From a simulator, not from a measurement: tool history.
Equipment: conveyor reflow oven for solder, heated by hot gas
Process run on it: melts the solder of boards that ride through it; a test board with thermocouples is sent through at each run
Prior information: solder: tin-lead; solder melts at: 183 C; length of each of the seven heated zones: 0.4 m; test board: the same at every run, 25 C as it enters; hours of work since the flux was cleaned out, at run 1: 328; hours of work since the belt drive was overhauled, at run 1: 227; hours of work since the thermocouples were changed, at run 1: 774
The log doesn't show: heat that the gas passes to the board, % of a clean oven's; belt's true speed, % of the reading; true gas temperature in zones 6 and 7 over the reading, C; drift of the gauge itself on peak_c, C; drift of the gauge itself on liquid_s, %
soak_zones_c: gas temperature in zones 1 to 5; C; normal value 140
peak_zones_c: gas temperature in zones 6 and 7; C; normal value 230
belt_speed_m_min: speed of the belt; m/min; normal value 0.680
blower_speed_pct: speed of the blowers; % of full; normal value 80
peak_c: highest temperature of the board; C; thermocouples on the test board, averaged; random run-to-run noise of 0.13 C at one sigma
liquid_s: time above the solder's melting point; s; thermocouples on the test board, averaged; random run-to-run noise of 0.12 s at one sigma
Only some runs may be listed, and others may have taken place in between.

run	hour	soak_zones_c	peak_zones_c	belt_speed_m_min	blower_speed_pct	hours of work since the flux was cleaned out	hours of work since the belt drive was overhauled	hours of work since the thermocouples were changed	peak_c	liquid_s
1	0.0	140	230	0.680	80	328	227	774	216.9	53.3
2	32.2	140	230	0.680	80	341	240	787	216.4	53.2
3	47.1	140	230	0.680	80	347	246	793	216.7	53.2
4	74.0	140	230	0.680	75	359	257	804	215.5	52.4
5	94.0	140	230	0.581	75	367	265	813	220.0	65.9
6	128.6	140	230	0.581	75	381	280	827	219.9	65.8
7	159.6	140	230	0.581	75	394	293	840	220.0	65.7
8	189.8	140	230	0.581	75	406	305	852	220.1	66.0
# hour 195.0: thermocouples of zones 6 and 7 changed
9	211.8	150	230	0.581	75	415	313	7	218.9	69.3
10	231.4	137	230	0.680	80	423	321	15	213.3	49.8
# hour 256.9: flux residue cleaned out of gas plates and filters
11	267.6	141	230	0.680	80	4	334	28	216.9	54.4
12	288.0	141	230	0.680	80	13	343	36	216.9	54.6
13	313.3	141	230	0.680	80	23	353	47	216.8	54.4
14	337.6	141	220	0.680	80	33	363	57	208.0	47.8
15	370.3	141	220	0.680	80	47	377	70	207.7	47.9
16	397.8	140	230	0.680	73	58	388	82	215.4	52.7
17	424.4	140	230	0.680	73	69	399	93	215.2	52.5
# hour 430.2: belt drive overhauled, speed set with a stopwatch
18	463.2	140	230	0.680	73	84	14	107	215.4	52.8
19	478.8	144	223	0.554	67	90	20	114	213.3	66.6
20	509.0	140	220	0.576	56	103	33	126	207.2	55.1
21	531.6	125	228	0.724	63	112	42	136	206.1	36.4
22	559.4	125	228	0.724	63	123	53	147	206.0	36.3
23	580.2	125	228	0.724	63	132	62	156	205.6	36.5
24	599.5	133	230	0.680	80	140	70	164	215.1	50.9
# hour 624.0: belt drive overhauled, speed set with a stopwatch, once more
25	635.4	138	222	0.540	80	153	5	177	213.9	66.5
26	657.4	130	241	0.680	80	162	14	186	224.0	55.1
27	680.4	152	230	0.680	59	172	23	195	213.8	55.0
28	716.4	152	230	0.680	59	187	38	210	213.5	54.8
29	737.9	152	230	0.680	59	196	47	219	213.5	54.9
30	763.7	142	230	0.660	60	206	58	230	212.5	51.9
31	784.2	140	230	0.680	52	215	66	238	209.1	45.4

Hidden condition of the tool, last listed run before each entry between runs versus first listed run after:
Run 8 -> run 9: thermocouples of zones 6 and 7 changed (hour 195.0)
  heat that the gas passes to the board, % of a clean oven's: 88.4 -> 88.2; belt's true speed, % of the reading: 99.49 -> 99.47; true gas temperature in zones 6 and 7 over the reading, C: 2.24 -> -0.61
  difference, measured minus the result without the unlogged condition, peak_c: -0.4 -> -2.6 C; liquid_s: -0.6 -> -1.9 s
Run 10 -> run 11: flux residue cleaned out of gas plates and filters (hour 256.9)
  heat that the gas passes to the board, % of a clean oven's: 88 -> 99.2; belt's true speed, % of the reading: 99.46 -> 99.43; true gas temperature in zones 6 and 7 over the reading, C: -0.59 -> -0.56
  difference, measured minus the result without the unlogged condition, peak_c: -3.6 -> -0.5 C; liquid_s: -3.1 -> +0.0 s
Run 17 -> run 18: belt drive overhauled, speed set with a stopwatch (hour 430.2)
  heat that the gas passes to the board, % of a clean oven's: 97.5 -> 97.2; belt's true speed, % of the reading: 99.31 -> 98.99; true gas temperature in zones 6 and 7 over the reading, C: -0.4 -> -0.36
  difference, measured minus the result without the unlogged condition, peak_c: -0.7 -> -0.7 C; liquid_s: -0.3 -> -0.1 s
Run 24 -> run 25: belt drive overhauled, speed set with a stopwatch, once more (hour 624.0)
  heat that the gas passes to the board, % of a clean oven's: 95.7 -> 95.4; belt's true speed, % of the reading: 98.89 -> 100.05; true gas temperature in zones 6 and 7 over the reading, C: -0.22 -> -0.18
  difference, measured minus the result without the unlogged condition, peak_c: -1.0 -> -0.9 C; liquid_s: -0.3 -> -1.3 s
